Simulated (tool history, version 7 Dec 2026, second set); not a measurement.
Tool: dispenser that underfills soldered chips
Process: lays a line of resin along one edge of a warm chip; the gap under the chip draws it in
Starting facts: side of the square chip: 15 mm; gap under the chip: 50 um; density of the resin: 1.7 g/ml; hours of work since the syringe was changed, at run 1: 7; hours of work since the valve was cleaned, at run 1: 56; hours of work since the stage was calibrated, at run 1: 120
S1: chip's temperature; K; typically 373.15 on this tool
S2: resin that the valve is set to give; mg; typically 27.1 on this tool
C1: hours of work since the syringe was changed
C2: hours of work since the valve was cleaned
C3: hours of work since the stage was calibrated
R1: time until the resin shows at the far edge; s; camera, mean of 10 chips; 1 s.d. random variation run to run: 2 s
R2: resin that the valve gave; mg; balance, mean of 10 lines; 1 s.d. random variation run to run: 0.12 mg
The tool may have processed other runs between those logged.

| run | hour | S1 | S2 | C1 | C2 | C3 | R1 | R2 |
|---|---|---|---|---|---|---|---|---|
| 1 | 0 | 373.15 | 27.1 | 7 | 56 | 120 | 244.4 | 25.84 |
|  | 2.9 | new syringe of resin |
| 2 | 5.2 | 373.15 | 27.1 | 2 | 60 | 123 | 206.4 | 25.7 |
| 3 | 10.3 | 373.15 | 27.1 | 5 | 64 | 127 | 238.9 | 25.61 |
| 4 | 13.9 | 373.15 | 27.1 | 8 | 66 | 130 | 263.4 | 25.53 |
|  | 14.7 | new syringe of resin |
| 5 | 18.6 | 373.15 | 27.1 | 3 | 70 | 133 | 216.9 | 25.45 |
| 6 | 23.8 | 372.15 | 27.1 | 7 | 73 | 137 | 258.3 | 25.49 |
|  | 26.6 | new syringe of resin |
| 7 | 28.6 | 372.15 | 27.1 | 1 | 77 | 140 | 214.1 | 25.37 |
| 8 | 32.3 | 372.15 | 27.1 | 4 | 79 | 143 | 236.4 | 25.41 |
| 9 | 36.6 | 372.15 | 27.1 | 7 | 83 | 146 | 266.9 | 25.04 |
|  | 38.7 | new syringe of resin |
|  | 39.7 | dispensing valve cleaned and set on the balance |
| 10 | 42.9 | 373.15 | 27.1 | 2 | 2 | 150 | 210.5 | 27.14 |
| 11 | 47.5 | 373.15 | 27.1 | 6 | 6 | 153 | 238.5 | 27.14 |
|  | 51.4 | new syringe of resin |
| 12 | 54.6 | 373.15 | 27.1 | 2 | 11 | 158 | 209.3 | 26.75 |
| 13 | 60.2 | 373.15 | 27.1 | 7 | 15 | 162 | 243.9 | 26.78 |
|  | 63.3 | new syringe of resin |
| 14 | 66.2 | 373.15 | 26 | 2 | 19 | 166 | 204.5 | 25.62 |
| 15 | 70.2 | 369.15 | 27.1 | 5 | 22 | 169 | 268.2 | 26.75 |
| 16 | 73.7 | 369.15 | 27.1 | 8 | 25 | 172 | 295 | 26.68 |
|  | 75 | new syringe of resin |
| 17 | 80.7 | 369.15 | 27.1 | 4 | 30 | 177 | 262.4 | 26.24 |
|  | 86.8 | new syringe of resin |
| 18 | 87.9 | 369.15 | 27.1 | 1 | 35 | 182 | 232.7 | 26.39 |
| 19 | 93.1 | 371.15 | 28.6 | 5 | 38 | 186 | 241.7 | 27.69 |
|  | 98.8 | new syringe of resin |
| 20 | 100.1 | 376.15 | 29.9 | 1 | 43 | 191 | 168.3 | 28.68 |
| 21 | 103.3 | 371.15 | 24.7 | 3 | 46 | 193 | 237.7 | 23.68 |
|  | 110.6 | new syringe of resin |
| 22 | 110.6 | 371.15 | 35 | 0 | 51 | 198 | 198.3 | 33.49 |
| 23 | 114.7 | 383.15 | 25.9 | 3 | 54 | 201 | 142.6 | 24.57 |
| 24 | 119.5 | 385.15 | 33.6 | 7 | 58 | 205 | 142.7 | 32.03 |
|  | 122.2 | new syringe of resin |
| 25 | 124.6 | 386.15 | 25 | 2 | 61 | 208 | 126.1 | 23.64 |
| 26 | 129.4 | 370.15 | 27.1 | 5 | 65 | 212 | 261.4 | 25.56 |
|  | 134.2 | new syringe of resin |
| 27 | 135.4 | 378.15 | 28.9 | 1 | 69 | 216 | 155.9 | 27.03 |
| 28 | 141 | 378.15 | 28.9 | 5 | 73 | 220 | 184.4 | 26.85 |
|  | 146.1 | new syringe of resin |
| 29 | 146.1 | 385.15 | 30.8 | 0 | 76 | 224 | 116.1 | 29.09 |
| 30 | 153.1 | 375.15 | 24.6 | 5 | 82 | 229 | 218.6 | 22.91 |
|  | 157.4 | dispensing valve cleaned and set on the balance |
|  | 159 | new syringe of resin |
| 31 | 160.9 | 386.15 | 32.9 | 1 | 2 | 234 | 111.8 | 32.79 |
| 32 | 167.4 | 369.15 | 23.1 | 6 | 7 | 238 | 291.2 | 23.02 |
|  | 170.9 | new syringe of resin |
| 33 | 171.6 | 369.15 | 23.1 | 1 | 10 | 241 | 239.1 | 23.13 |
| 34 | 175.8 | 369.15 | 29 | 4 | 13 | 244 | 251.5 | 28.74 |
| 35 | 181.9 | 375.15 | 25.5 | 8 | 18 | 249 | 237.7 | 25.32 |
|  | 182.9 | new syringe of resin |
| 36 | 187.4 | 361.15 | 23.4 | 3 | 21 | 253 | 363 | 23.09 |

Hidden state at the last listed run before each entry between runs and at the first one after, where it differs:
Between runs 1 and 2: new syringe of resin (hour 2.9)
  resin's viscosity, % of fresh resin's: 125.3 -> 106; dose that the valve gives, % of what is set: 95.08 -> 94.81; true chip temperature over the reading, C: 0.8 -> 0.82
  measured value less the no-hidden-state value, R1: +45 -> +7.2 s; R2: -1.34 -> -1.41 mg
Between runs 4 and 5: new syringe of resin (hour 14.7)
  resin's viscosity, % of fresh resin's: 133.3 -> 111; dose that the valve gives, % of what is set: 94.28 -> 94; true chip temperature over the reading, C: 0.87 -> 0.89
  measured value less the no-hidden-state value, R1: +61.3 -> +16.9 s; R2: -1.54 -> -1.62 mg
Between runs 6 and 7: new syringe of resin (hour 26.6)
  resin's viscosity, % of fresh resin's: 127.3 -> 104.8; dose that the valve gives, % of what is set: 93.66 -> 93.4; true chip temperature over the reading, C: 0.91 -> 0.94
  measured value less the no-hidden-state value, R1: +50.6 -> +4.8 s; R2: -1.72 -> -1.79 mg
Between runs 9 and 10: new syringe of resin (hour 38.7); dispensing valve cleaned and set on the balance (hour 39.7)
  resin's viscosity, % of fresh resin's: 129.3 -> 109.8; dose that the valve gives, % of what is set: 92.93 -> 99.77; true chip temperature over the reading, C: 0.98 -> 1
  measured value less the no-hidden-state value, R1: +55.4 -> +10.6 s; R2: -1.91 -> -0.06 mg
Between runs 11 and 12: new syringe of resin (hour 51.4)
  resin's viscosity, % of fresh resin's: 123.9 -> 110.3; dose that the valve gives, % of what is set: 99.49 -> 99.06; true chip temperature over the reading, C: 1.02 -> 1.06
  measured value less the no-hidden-state value, R1: +37.6 -> +11.2 s; R2: -0.13 -> -0.25 mg
Between runs 13 and 14: new syringe of resin (hour 63.3)
  resin's viscosity, % of fresh resin's: 127.8 -> 106.5; dose that the valve gives, % of what is set: 98.73 -> 98.37; true chip temperature over the reading, C: 1.09 -> 1.12
  measured value less the no-hidden-state value, R1: +44.6 -> +3.9 s; R2: -0.35 -> -0.43 mg
Between runs 16 and 17: new syringe of resin (hour 75)
  resin's viscosity, % of fresh resin's: 129.5 -> 115.5; dose that the valve gives, % of what is set: 97.94 -> 97.48; true chip temperature over the reading, C: 1.16 -> 1.19
  measured value less the no-hidden-state value, R1: +56.6 -> +24.3 s; R2: -0.57 -> -0.68 mg
Between runs 17 and 18: new syringe of resin (hour 86.8)
  resin's viscosity, % of fresh resin's: 115.5 -> 103.3; dose that the valve gives, % of what is set: 97.48 -> 97.02; true chip temperature over the reading, C: 1.19 -> 1.23
  measured value less the no-hidden-state value, R1: +24.3 -> -3.3 s; R2: -0.68 -> -0.81 mg
Between runs 19 and 20: new syringe of resin (hour 98.8)
  resin's viscosity, % of fresh resin's: 118.4 -> 101.5; dose that the valve gives, % of what is set: 96.69 -> 96.28; true chip temperature over the reading, C: 1.25 -> 1.29
  measured value less the no-hidden-state value, R1: +27.5 -> -5.7 s; R2: -0.95 -> -1.11 mg
Between runs 21 and 22: new syringe of resin (hour 110.6)
  resin's viscosity, % of fresh resin's: 110.5 -> 99.7; dose that the valve gives, % of what is set: 96.09 -> 95.64; true chip temperature over the reading, C: 1.31 -> 1.34
  measured value less the no-hidden-state value, R1: +13.1 -> -11.9 s; R2: -0.97 -> -1.53 mg
Between runs 24 and 25: new syringe of resin (hour 122.2)
  resin's viscosity, % of fresh resin's: 126 -> 107.7; dose that the valve gives, % of what is set: 95.12 -> 94.83; true chip temperature over the reading, C: 1.39 -> 1.42
  measured value less the no-hidden-state value, R1: +23.5 -> +4.3 s; R2: -1.64 -> -1.29 mg
Between runs 26 and 27: new syringe of resin (hour 134.2)
  resin's viscosity, % of fresh resin's: 122.2 -> 102.4; dose that the valve gives, % of what is set: 94.56 -> 94.18; true chip temperature over the reading, C: 1.44 -> 1.47
  measured value less the no-hidden-state value, R1: +36.6 -> -4.2 s; R2: -1.48 -> -1.67 mg
Between runs 28 and 29: new syringe of resin (hour 146.1)
  resin's viscosity, % of fresh resin's: 118.6 -> 100.7; dose that the valve gives, % of what is set: 93.85 -> 93.53; true chip temperature over the reading, C: 1.5 -> 1.52
  measured value less the no-hidden-state value, R1: +20.8 -> -5.4 s; R2: -1.76 -> -2.02 mg
Between runs 30 and 31: dispensing valve cleaned and set on the balance (hour 157.4); new syringe of resin (hour 159)
  resin's viscosity, % of fresh resin's: 121 -> 103.9; dose that the valve gives, % of what is set: 93.09 -> 100.06; true chip temperature over the reading, C: 1.56 -> 1.59
  measured value less the no-hidden-state value, R1: +30.5 -> -2.9 s; R2: -1.7 -> +0.02 mg
Between runs 32 and 33: new syringe of resin (hour 170.9)
  resin's viscosity, % of fresh resin's: 122.9 -> 101.9; dose that the valve gives, % of what is set: 99.67 -> 99.42; true chip temperature over the reading, C: 1.62 -> 1.64
  measured value less the no-hidden-state value, R1: +37.2 -> -12.4 s; R2: -0.07 -> -0.14 mg
Between runs 35 and 36: new syringe of resin (hour 182.9)
  resin's viscosity, % of fresh resin's: 133.8 -> 111.8; dose that the valve gives, % of what is set: 98.77 -> 98.47; true chip temperature over the reading, C: 1.69 -> 1.72
  measured value less the no-hidden-state value, R1: +47.6 -> +14 s; R2: -0.31 -> -0.36 mg
